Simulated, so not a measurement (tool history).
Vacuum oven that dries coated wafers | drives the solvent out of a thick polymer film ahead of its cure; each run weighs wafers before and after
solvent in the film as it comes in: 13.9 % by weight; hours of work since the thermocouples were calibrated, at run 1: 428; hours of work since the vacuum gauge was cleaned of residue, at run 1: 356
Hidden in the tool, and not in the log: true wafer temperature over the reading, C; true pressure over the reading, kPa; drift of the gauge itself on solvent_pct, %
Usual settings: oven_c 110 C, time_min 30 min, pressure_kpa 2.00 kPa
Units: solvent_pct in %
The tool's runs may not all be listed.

run,hour,oven_c,time_min,pressure_kpa,hours of work since the thermocouples were calibrated,hours of work since the vacuum gauge was cleaned of residue,solvent_pct
1,0.0,110,30,2.00,428,356,2.64
2,21.5,110,39,2.00,437,365,2.36
3,56.6,110,39,2.00,452,380,2.32
4,96.4,110,39,2.00,469,397,2.35
5,134.7,110,39,2.00,485,413,2.40
6,174.8,110,30,2.53,502,430,3.18
7,204.3,110,30,2.00,514,443,2.67
8,230.1,110,30,2.00,525,454,2.67
9,282.0,110,30,2.00,547,476,2.66
10,318.0,110,30,2.00,563,491,2.62
11,352.0,110,30,1.40,577,505,2.05
12,390.7,110,30,1.40,593,522,2.02
# hour 395.0: vacuum gauge cleaned of residue and calibrated
13,424.0,110,30,1.40,607,12,2.09
14,467.6,110,17,1.32,625,31,3.45
15,494.7,110,17,1.32,637,42,3.51
# hour 526.9: vacuum gauge cleaned of residue and calibrated, once more
16,547.0,110,17,1.09,658,8,3.24
17,584.1,110,53,2.00,674,24,2.05
18,624.6,119,30,2.00,691,41,1.72
19,646.9,113,30,6.91,701,51,6.64
20,681.0,123,35,2.21,715,65,1.47

Measured less the same run without the tool's hidden state. The same run-to-run variation is in both; the gauge's scatter may not be:
run,solvent_pct
1,-0.11
2,-0.08
3,-0.09
4,-0.09
5,-0.09
6,-0.14
7,-0.13
8,-0.14
9,-0.14
10,-0.14
11,-0.12
12,-0.12
13,-0.11
14,-0.19
15,-0.20
16,-0.25
17,-0.14
18,-0.14
19,-0.41
20,-0.11
